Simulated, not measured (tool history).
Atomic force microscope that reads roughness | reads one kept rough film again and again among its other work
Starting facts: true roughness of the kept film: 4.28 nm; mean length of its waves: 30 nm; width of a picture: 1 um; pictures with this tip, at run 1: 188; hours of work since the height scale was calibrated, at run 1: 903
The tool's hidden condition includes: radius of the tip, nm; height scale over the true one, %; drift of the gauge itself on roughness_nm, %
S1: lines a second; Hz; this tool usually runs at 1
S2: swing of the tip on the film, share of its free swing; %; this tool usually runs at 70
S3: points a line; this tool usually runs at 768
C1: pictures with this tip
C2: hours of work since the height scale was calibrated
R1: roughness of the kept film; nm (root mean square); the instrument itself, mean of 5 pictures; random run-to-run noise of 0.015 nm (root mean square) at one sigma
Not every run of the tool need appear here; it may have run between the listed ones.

run,day,S1,S2,S3,C1,C2,R1
1,0,1,70,768,188,903,3.22
2,1.288,1,70,622,238,921,3.073
3,2.804,1,70,622,297,944,2.918
# day 3.096: new tip fitted
4,3.938,1,70,622,33,960,3.646
5,4.858,1,70,622,69,973,3.491
6,6.012,1.08,70,768,113,990,3.314
7,7.604,1.08,70,768,175,1013,3.155
8,8.529,1,70,768,211,1027,3.095
9,9.525,1,70,768,249,1042,3.003
# day 11.092: new tip fitted
10,11.208,1,70,768,4,1066,3.715
11,13.096,1,70,768,78,1093,3.47
12,14.321,1,70,631,125,1111,3.321
13,15.912,3.82,63,1015,187,1135,2.931
14,17.192,3.82,58,275,236,1153,2.855
15,18.758,3.82,58,275,297,1176,2.708
# day 19.104: new tip fitted
16,20.383,3.82,58,275,50,1200,3.349
17,21.983,2.88,70,723,112,1223,3.047
18,23.371,0.69,74,768,165,1243,3.213
19,24.546,0.69,67,1017,211,1261,3.154
20,25.754,0.84,57,611,258,1278,3.072
21,26.7,3.58,57,286,294,1292,2.761
# day 27.046: new tip fitted
22,27.85,0.54,86,401,31,1309,3.58
23,29.254,1.52,86,829,85,1329,3.039

Had the tool no unlogged condition, and each run kept its random variation, what would the results have been?
run,R1
1,3.712
2,3.687
3,3.676
4,3.709
5,3.671
6,3.634
7,3.654
8,3.688
9,3.697
10,3.693
11,3.677
12,3.672
13,3.427
14,3.472
15,3.465
16,3.478
17,3.343
18,3.691
19,3.773
20,3.814
21,3.519
22,3.636
23,3.242
